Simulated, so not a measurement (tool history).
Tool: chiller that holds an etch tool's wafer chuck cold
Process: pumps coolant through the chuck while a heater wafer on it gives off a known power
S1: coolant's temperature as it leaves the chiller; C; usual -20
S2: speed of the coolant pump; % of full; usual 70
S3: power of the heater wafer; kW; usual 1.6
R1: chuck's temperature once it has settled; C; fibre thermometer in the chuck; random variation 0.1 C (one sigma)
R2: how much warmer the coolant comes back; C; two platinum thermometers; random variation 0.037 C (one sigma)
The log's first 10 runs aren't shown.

run 11 hour=725.1 | S1=-20 S2=70 S3=1.6 | R1=-6.2 R2=7.36
run 12 hour=817 | S1=-20 S2=70 S3=1.6 | R1=-6.3 R2=7.32
run 13 hour=871.5 | S1=-20 S2=70 S3=1.6 | R1=-6.2 R2=7.35
run 14 hour=959.3 | S1=-20 S2=70 S3=1.6 | R1=-6.1 R2=7.26
-- hour=999.5 chiller's thermometer calibrated
run 15 hour=1024.5 | S1=-20 S2=70 S3=1.696 | R1=-5.1 R2=7.73
run 16 hour=1070.3 | S1=-20 S2=70 S3=1.696 | R1=-5.3 R2=7.72
run 17 hour=1151.7 | S1=-23 S2=70 S3=0.815 | R1=-15.8 R2=3.59
run 18 hour=1212.5 | S1=-23 S2=70 S3=0.815 | R1=-16 R2=3.65
run 19 hour=1257.3 | S1=-23 S2=70 S3=0.815 | R1=-16 R2=3.55
run 20 hour=1315.9 | S1=-23 S2=70 S3=0.815 | R1=-16 R2=3.59
run 21 hour=1376.2 | S1=-23 S2=92 S3=0.815 | R1=-17.4 R2=2.6
run 22 hour=1419.7 | S1=-29 S2=70 S3=1.205 | R1=-18.5 R2=5.39
run 23 hour=1496.3 | S1=-14 S2=71 S3=1.217 | R1=-3.6 R2=5.37
run 24 hour=1541 | S1=-14 S2=71 S3=1.217 | R1=-3.5 R2=5.35
run 25 hour=1625.3 | S1=-20 S2=80 S3=1.6 | R1=-7.7 R2=6.18
run 26 hour=1694.5 | S1=-20 S2=80 S3=1.6 | R1=-7.8 R2=6.22
run 27 hour=1772.3 | S1=-20 S2=80 S3=1.6 | R1=-7.7 R2=6.2
run 28 hour=1815.2 | S1=-20 S2=80 S3=1.6 | R1=-7.9 R2=6.27
run 29 hour=1873.2 | S1=-18 S2=82 S3=1.6 | R1=-6.2 R2=6.07
run 30 hour=1967.6 | S1=-22 S2=70 S3=1.6 | R1=-8 R2=7.18
run 31 hour=2055 | S1=-28 S2=61 S3=1.849 | R1=-9.7 R2=9.67

5 ways to go on from here, each from the tool as it stands after run 31. What would each give?
run A hour=2150.1 | S1=-16 S2=70 S3=1.6 | R1=? R2=?
run B hour=2150.1 | S1=-14 S2=61 S3=1.187 | R1=? R2=?
run C hour=2150.1 | S1=-28 S2=70 S3=1.285 | R1=? R2=?
run D hour=2150.1 | S1=-28 S2=74 S3=1.849 | R1=? R2=?
run E hour=2150.1 | S1=-28 S2=61 S3=1.723 | R1=? R2=?

run=A R1=-2.1 R2=7.15
run=B R1=-2.3 R2=6.03
run=C R1=-17 R2=5.64
run=D R1=-12.9 R2=7.87
run=E R1=-10.9 R2=8.93
Without the tool's hidden state the same runs would have given:
run=A R1=-2.2 R2=7.41
run=B R1=-2.3 R2=6.29
run=C R1=-17 R2=5.91
run=D R1=-12.9 R2=8.13
run=E R1=-10.9 R2=9.19

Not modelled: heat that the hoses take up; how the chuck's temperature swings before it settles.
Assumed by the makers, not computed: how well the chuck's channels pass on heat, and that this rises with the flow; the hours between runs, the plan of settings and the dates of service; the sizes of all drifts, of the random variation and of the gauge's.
